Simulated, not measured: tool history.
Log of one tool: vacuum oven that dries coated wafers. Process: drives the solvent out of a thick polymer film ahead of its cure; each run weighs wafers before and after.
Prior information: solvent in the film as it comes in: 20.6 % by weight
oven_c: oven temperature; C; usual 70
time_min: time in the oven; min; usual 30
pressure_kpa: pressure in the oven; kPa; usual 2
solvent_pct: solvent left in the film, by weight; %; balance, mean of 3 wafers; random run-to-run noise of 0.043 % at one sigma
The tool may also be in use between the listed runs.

run	day	oven_c	time_min	pressure_kpa	solvent_pct
1	0	70	30	2	2.9
2	0.3	70	30	2	2.95
3	0.596	69	30	2	3.29
4	1.171	70	30	3.23	3.92
5	1.588	70	30	3.23	3.96
6	2.029	70	36	2	2.53
7	2.525	70	36	2	2.49
8	3.058	64	39	2	4.09
# day 3.183: oven's thermocouples calibrated
9	3.704	59	28	2.44	8.7
10	4.096	59	28	2.44	8.75
11	4.533	59	16	2.73	11.55
# day 4.725: oven's thermocouples calibrated, once more
12	5.012	59	16	2.73	10.52
13	5.279	85	28	3.19	1.33
14	5.804	58	27	1.94	7.71

Below, some changes in solvent_pct between adjacent runs. For each, the amount present without the hidden state too (settings, incoming material, random variation) and the amount remaining for the hidden state with gauge scatter not shared by both compared results:
The hidden state here: true wafer temperature over the reading, C; true pressure over the reading, kPa; drift of the gauge itself on solvent_pct, %.
Run 11 -> 12: oven's thermocouples calibrated, once more. solvent_pct -1.03 %: hidden state -1.05, all else +0.02.
Run 12 -> 13: oven_c 59 -> 85, time_min 16 -> 28, pressure_kpa 2.73 -> 3.19. solvent_pct -9.19 %: hidden state -0.07, all else -9.12.

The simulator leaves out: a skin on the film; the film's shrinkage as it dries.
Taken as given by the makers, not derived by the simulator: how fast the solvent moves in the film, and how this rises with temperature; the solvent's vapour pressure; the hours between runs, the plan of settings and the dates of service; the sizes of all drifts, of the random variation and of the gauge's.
